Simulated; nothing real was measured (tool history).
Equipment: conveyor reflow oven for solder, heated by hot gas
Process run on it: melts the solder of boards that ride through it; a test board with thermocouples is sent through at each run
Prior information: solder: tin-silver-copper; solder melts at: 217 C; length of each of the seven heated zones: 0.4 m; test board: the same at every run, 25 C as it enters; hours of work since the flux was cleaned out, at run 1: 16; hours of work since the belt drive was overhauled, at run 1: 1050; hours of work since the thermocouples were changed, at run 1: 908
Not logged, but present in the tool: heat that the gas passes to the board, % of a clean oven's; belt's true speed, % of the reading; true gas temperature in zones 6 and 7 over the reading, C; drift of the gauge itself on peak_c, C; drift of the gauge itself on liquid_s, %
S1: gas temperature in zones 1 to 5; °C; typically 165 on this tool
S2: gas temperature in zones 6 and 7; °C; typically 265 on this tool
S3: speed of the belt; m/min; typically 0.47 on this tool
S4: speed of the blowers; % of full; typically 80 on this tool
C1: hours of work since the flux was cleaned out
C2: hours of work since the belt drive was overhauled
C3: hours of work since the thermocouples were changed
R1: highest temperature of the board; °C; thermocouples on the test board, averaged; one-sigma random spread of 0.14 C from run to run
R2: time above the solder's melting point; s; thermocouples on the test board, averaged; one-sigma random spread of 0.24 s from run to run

run	hour	S1	S2	S3	S4	C1	C2	C3	R1	R2
1	0	165	265	0.47	80	16	1050	908	254	76.5
# hour 13.5: thermocouples of zones 6 and 7 changed
2	55.3	165	265	0.47	80	48	1083	25	254.1	76.2
3	107.5	174	265	0.47	80	80	1115	57	254.9	80.9
4	153.2	165	265	0.556	80	108	1142	85	249.1	58.6
5	203.3	165	265	0.556	80	138	1173	116	249	59.1
6	233.2	165	265	0.556	80	157	1191	134	249.4	58.8
7	269.3	165	265	0.556	80	178	1213	156	249.2	58.9
# hour 289.2: flux residue cleaned out of gas plates and filters
8	298.3	165	265	0.47	65	6	1228	170	250.4	71.2
9	343	165	265	0.47	65	33	1255	198	250.2	71.6
10	377.5	165	265	0.47	65	54	1276	219	250.1	71.1
11	424.2	165	265	0.47	65	82	1304	247	250.2	71.3
12	455.4	165	265	0.47	67	101	1323	266	250.7	72.2
13	498.5	165	265	0.47	56	127	1349	292	247.5	67
14	553	165	265	0.47	56	161	1383	325	247.4	67.2
# hour 602.5: flux residue cleaned out of gas plates and filters
15	602.5	165	265	0.47	56	0	1410	352	247.3	67.3
16	626.6	165	265	0.47	56	15	1424	367	247.4	67.1
17	665	165	265	0.47	56	38	1448	390	247.6	67.3
18	687.9	165	265	0.47	56	52	1462	404	247.3	66.8
19	716.3	180	254	0.47	80	69	1479	422	245.6	76.1
20	766.7	180	254	0.47	80	100	1510	452	245.7	76.4
21	811	160	265	0.397	69	127	1537	479	255.2	90.7
22	852.6	176	265	0.397	63	152	1562	505	255.6	98.2
23	904.5	165	259	0.439	80	184	1594	536	250.2	79.2
# hour 916.3: flux residue cleaned out of gas plates and filters
24	940.8	157	264	0.446	75	15	1613	555	252.3	76.3
25	973.2	171	280	0.47	80	35	1632	575	268.8	88.6
26	1026.6	171	280	0.47	80	67	1665	608	268.7	89.1
27	1064.6	152	280	0.4	80	90	1688	631	271.2	100
28	1099.6	165	265	0.39	78	112	1709	652	257.7	97.6
# hour 1107: belt drive overhauled, speed set with a stopwatch
29	1149.3	165	280	0.403	51	139	26	680	264.2	96.8

5 ways to go on from here, each from the tool as it stands after run 29. What would each give?
A	1200.7	165	265	0.453	80	171	57	711	?	?
B	1200.7	173	265	0.47	53	171	57	711	?	?
C	1200.7	154	265	0.433	51	171	57	711	?	?
D	1200.7	165	266	0.403	51	171	57	711	?	?
E	1200.7	169	254	0.403	51	171	57	711	?	?

run	R1	R2
A	254.7	80.3
B	247.6	70.4
C	246.2	67.2
D	251.4	84.9
E	241.3	73.7
Take away the tool's hidden state, keep each run's random variation, and the runs would have read:
run	R1	R2
A	254.7	80.3
B	247.6	70.3
C	246.2	67.2
D	251.4	84.9
E	241.3	73.7
